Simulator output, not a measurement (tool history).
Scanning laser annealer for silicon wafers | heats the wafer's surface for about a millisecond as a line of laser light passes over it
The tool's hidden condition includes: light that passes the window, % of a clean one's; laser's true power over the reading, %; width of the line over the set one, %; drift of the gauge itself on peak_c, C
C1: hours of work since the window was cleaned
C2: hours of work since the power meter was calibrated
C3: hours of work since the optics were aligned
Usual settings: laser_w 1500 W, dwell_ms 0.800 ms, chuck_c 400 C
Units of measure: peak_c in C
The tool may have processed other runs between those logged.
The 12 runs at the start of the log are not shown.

{"run": 13, "hour": 88.5, "laser_w": 1500, "dwell_ms": 0.76, "chuck_c": 400, "C1": 115, "C2": 253, "C3": 537, "peak_c": 1172}
{"run": 14, "hour": 97.2, "laser_w": 1500, "dwell_ms": 0.76, "chuck_c": 400, "C1": 120, "C2": 257, "C3": 541, "peak_c": 1169}
{"run": 15, "hour": 106.1, "laser_w": 1500, "dwell_ms": 0.8, "chuck_c": 400, "C1": 124, "C2": 262, "C3": 545, "peak_c": 1194}
{"run": 16, "hour": 111.5, "laser_w": 1500, "dwell_ms": 0.8, "chuck_c": 400, "C1": 127, "C2": 264, "C3": 548, "peak_c": 1192}
{"run": 17, "hour": 121.6, "laser_w": 1286, "dwell_ms": 0.8, "chuck_c": 400, "C1": 132, "C2": 269, "C3": 553, "peak_c": 1091}
{"run": 18, "hour": 131.4, "laser_w": 1286, "dwell_ms": 0.8, "chuck_c": 400, "C1": 137, "C2": 274, "C3": 558, "peak_c": 1088}
{"run": 19, "hour": 139.7, "laser_w": 1500, "dwell_ms": 0.8, "chuck_c": 400, "C1": 141, "C2": 278, "C3": 562, "peak_c": 1194}
{"run": 20, "hour": 149.8, "laser_w": 1500, "dwell_ms": 0.8, "chuck_c": 400, "C1": 146, "C2": 283, "C3": 567, "peak_c": 1190}
{"run": 21, "hour": 156.2, "laser_w": 1500, "dwell_ms": 0.69, "chuck_c": 411, "C1": 149, "C2": 286, "C3": 570, "peak_c": 1138}
{"run": 22, "hour": 162.6, "laser_w": 1500, "dwell_ms": 0.69, "chuck_c": 411, "C1": 152, "C2": 290, "C3": 573, "peak_c": 1135}
{"run": 23, "hour": 172.7, "laser_w": 1342, "dwell_ms": 0.945, "chuck_c": 381, "C1": 157, "C2": 295, "C3": 578, "peak_c": 1166}
{"run": 24, "hour": 182.0, "laser_w": 1342, "dwell_ms": 0.945, "chuck_c": 381, "C1": 162, "C2": 299, "C3": 583, "peak_c": 1169}
{"hour": 187.7, "done": "optics aligned, line set to its width"}
{"run": 25, "hour": 198.0, "laser_w": 1342, "dwell_ms": 0.928, "chuck_c": 381, "C1": 167, "C2": 305, "C3": 5, "peak_c": 1157}
{"run": 26, "hour": 203.3, "laser_w": 1389, "dwell_ms": 0.577, "chuck_c": 400, "C1": 170, "C2": 307, "C3": 8, "peak_c": 1005}
{"hour": 208.9, "done": "optics aligned, line set to its width, once more"}
{"run": 27, "hour": 217.0, "laser_w": 1546, "dwell_ms": 0.977, "chuck_c": 417, "C1": 174, "C2": 312, "C3": 4, "peak_c": 1329}
{"run": 28, "hour": 222.2, "laser_w": 1546, "dwell_ms": 0.977, "chuck_c": 417, "C1": 177, "C2": 314, "C3": 7, "peak_c": 1327}
{"run": 29, "hour": 228.9, "laser_w": 1443, "dwell_ms": 0.795, "chuck_c": 387, "C1": 180, "C2": 317, "C3": 10, "peak_c": 1145}
{"run": 30, "hour": 238.4, "laser_w": 1500, "dwell_ms": 0.905, "chuck_c": 428, "C1": 185, "C2": 322, "C3": 15, "peak_c": 1278}
{"run": 31, "hour": 244.3, "laser_w": 1500, "dwell_ms": 0.905, "chuck_c": 428, "C1": 188, "C2": 325, "C3": 18, "peak_c": 1272}
{"run": 32, "hour": 254.7, "laser_w": 1637, "dwell_ms": 0.798, "chuck_c": 400, "C1": 193, "C2": 330, "C3": 23, "peak_c": 1251}
{"run": 33, "hour": 261.1, "laser_w": 1637, "dwell_ms": 0.798, "chuck_c": 400, "C1": 196, "C2": 333, "C3": 26, "peak_c": 1248}
{"run": 34, "hour": 266.8, "laser_w": 1312, "dwell_ms": 0.879, "chuck_c": 373, "C1": 199, "C2": 336, "C3": 29, "peak_c": 1109}
{"run": 35, "hour": 276.8, "laser_w": 1312, "dwell_ms": 0.754, "chuck_c": 367, "C1": 204, "C2": 341, "C3": 34, "peak_c": 1042}
{"run": 36, "hour": 282.3, "laser_w": 1312, "dwell_ms": 0.754, "chuck_c": 367, "C1": 206, "C2": 344, "C3": 36, "peak_c": 1039}

Expected results for the next run?
{"run": 37, "hour": 290.5, "laser_w": 1514, "dwell_ms": 0.8, "chuck_c": 404, "C1": 210, "C2": 348, "C3": 41, "peak_c": "?"}

Run 37 yielded peak_c 1198 C.
With no hidden state in the tool, this same run would have given peak_c 1230 C.
